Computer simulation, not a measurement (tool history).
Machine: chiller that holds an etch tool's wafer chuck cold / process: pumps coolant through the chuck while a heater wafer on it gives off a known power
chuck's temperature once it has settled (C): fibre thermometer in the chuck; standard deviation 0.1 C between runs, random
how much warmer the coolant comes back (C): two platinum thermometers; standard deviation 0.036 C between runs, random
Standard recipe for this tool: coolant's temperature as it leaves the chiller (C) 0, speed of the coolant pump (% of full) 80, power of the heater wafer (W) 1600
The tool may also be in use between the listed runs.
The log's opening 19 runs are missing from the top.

run	hour	coolant's temperature as it leaves the chiller (C)	speed of the coolant pump (% of full)	power of the heater wafer (W)	chuck's temperature once it has settled (C)	how much warmer the coolant comes back (C)
20	623.3	0	94	1600	12.6	5.60
21	644.7	0	94	1600	12.7	5.54
22	681.8	0	94	1600	12.7	5.51
23	725.4	5	81	1720	20.4	6.97
24	762.8	-2	79	1522	11.8	6.30
25	784.3	0	80	1150	10.3	4.73
26	823.8	0	80	1150	10.4	4.72
27	861.8	0	80	1085	9.6	4.42
28	902.8	-9	80	1376	3.3	5.66
29	940.9	-9	80	1376	3.3	5.62
30	983.7	7	80	1502	20.6	6.14
31	1019.8	4	97	1279	13.8	4.29
32	1066.1	-7	61	899	3.2	4.88

What if the next run were any one of these 3? Each begins from the tool's condition after run 32:
A	1105.1	6	66	1279	?	?
B	1105.1	-7	92	1008	?	?
C	1105.1	10	61	899	?	?

run	chuck's temperature once it has settled (C)	how much warmer the coolant comes back (C)
A	19.6	6.39
B	1.3	3.61
C	20.1	4.89
With the hidden condition removed and each run's random variation left untouched, the same runs would have given:
run	chuck's temperature once it has settled (C)	how much warmer the coolant comes back (C)
A	19.6	6.38
B	1.3	3.61
C	20.1	4.89

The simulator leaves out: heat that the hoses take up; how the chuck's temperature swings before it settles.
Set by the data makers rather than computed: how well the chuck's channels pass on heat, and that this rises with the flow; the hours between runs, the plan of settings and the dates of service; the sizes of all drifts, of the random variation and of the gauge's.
